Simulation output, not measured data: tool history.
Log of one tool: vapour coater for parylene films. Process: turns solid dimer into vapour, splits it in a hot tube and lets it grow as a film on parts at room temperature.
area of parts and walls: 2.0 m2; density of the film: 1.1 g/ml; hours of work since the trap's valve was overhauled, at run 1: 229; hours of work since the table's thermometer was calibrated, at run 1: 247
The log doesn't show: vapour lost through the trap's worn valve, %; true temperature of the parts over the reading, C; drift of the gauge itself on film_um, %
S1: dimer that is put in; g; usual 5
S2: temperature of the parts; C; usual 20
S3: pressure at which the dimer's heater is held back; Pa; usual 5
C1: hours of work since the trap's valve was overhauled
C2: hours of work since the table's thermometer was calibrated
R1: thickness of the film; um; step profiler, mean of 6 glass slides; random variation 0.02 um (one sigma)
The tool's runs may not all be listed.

{"run": 1, "hour": 0.0, "S1": 5, "S2": 20, "S3": 5, "C1": 229, "C2": 247, "R1": 1.29}
{"run": 2, "hour": 10.0, "S1": 5, "S2": 20, "S3": 5, "C1": 234, "C2": 253, "R1": 1.31}
{"run": 3, "hour": 17.7, "S1": 5, "S2": 20, "S3": 5, "C1": 238, "C2": 257, "R1": 1.29}
{"run": 4, "hour": 28.2, "S1": 5, "S2": 20, "S3": 5, "C1": 243, "C2": 262, "R1": 1.32}
{"run": 5, "hour": 38.2, "S1": 5, "S2": 15, "S3": 5, "C1": 249, "C2": 267, "R1": 1.41}
{"run": 6, "hour": 51.0, "S1": 5, "S2": 15, "S3": 8.66, "C1": 255, "C2": 274, "R1": 1.19}
{"run": 7, "hour": 59.4, "S1": 5, "S2": 15, "S3": 8.66, "C1": 260, "C2": 278, "R1": 1.23}
{"run": 8, "hour": 72.6, "S1": 5, "S2": 20, "S3": 8.37, "C1": 266, "C2": 285, "R1": 1.13}
{"run": 9, "hour": 80.9, "S1": 5, "S2": 20, "S3": 8.37, "C1": 271, "C2": 289, "R1": 1.15}
{"run": 10, "hour": 95.9, "S1": 5, "S2": 26, "S3": 5, "C1": 279, "C2": 297, "R1": 1.13}
{"run": 11, "hour": 107.4, "S1": 5, "S2": 26, "S3": 5, "C1": 284, "C2": 303, "R1": 1.14}
{"run": 12, "hour": 120.8, "S1": 3, "S2": 17, "S3": 5.96, "C1": 291, "C2": 310, "R1": 0.75}
{"run": 13, "hour": 132.9, "S1": 2, "S2": 21, "S3": 3.93, "C1": 298, "C2": 316, "R1": 0.49}
{"run": 14, "hour": 147.5, "S1": 4, "S2": 21, "S3": 10.72, "C1": 305, "C2": 324, "R1": 0.82}
{"run": 15, "hour": 154.4, "S1": 5, "S2": 19, "S3": 10.24, "C1": 309, "C2": 327, "R1": 1.08}
{"run": 16, "hour": 168.8, "S1": 4, "S2": 29, "S3": 8.37, "C1": 316, "C2": 335, "R1": 0.77}
{"run": 17, "hour": 182.3, "S1": 3, "S2": 13, "S3": 7, "C1": 323, "C2": 342, "R1": 0.77}
{"run": 18, "hour": 194.9, "S1": 3, "S2": 13, "S3": 7, "C1": 330, "C2": 348, "R1": 0.79}
{"run": 19, "hour": 211.4, "S1": 3, "S2": 18, "S3": 9.7, "C1": 338, "C2": 357, "R1": 0.69}
{"run": 20, "hour": 219.8, "S1": 4, "S2": 14, "S3": 7.13, "C1": 343, "C2": 361, "R1": 0.98}
{"run": 21, "hour": 236.9, "S1": 6, "S2": 21, "S3": 2.3, "C1": 351, "C2": 370, "R1": 1.73}

Forecast each of these 3 alternatives for the next run:
{"run": "A", "hour": 245.6, "S1": 6, "S2": 15, "S3": 4.39, "C1": 356, "C2": 374, "R1": "?"}
{"run": "B", "hour": 245.6, "S1": 5, "S2": 20, "S3": 5.72, "C1": 356, "C2": 374, "R1": "?"}
{"run": "C", "hour": 245.6, "S1": 6, "S2": 12, "S3": 9.06, "C1": 356, "C2": 374, "R1": "?"}

run=A R1=1.64
run=B R1=1.16
run=C R1=1.49
Without the tool's hidden state the same runs would have given:
run=A R1=1.86
run=B R1=1.32
run=C R1=1.69

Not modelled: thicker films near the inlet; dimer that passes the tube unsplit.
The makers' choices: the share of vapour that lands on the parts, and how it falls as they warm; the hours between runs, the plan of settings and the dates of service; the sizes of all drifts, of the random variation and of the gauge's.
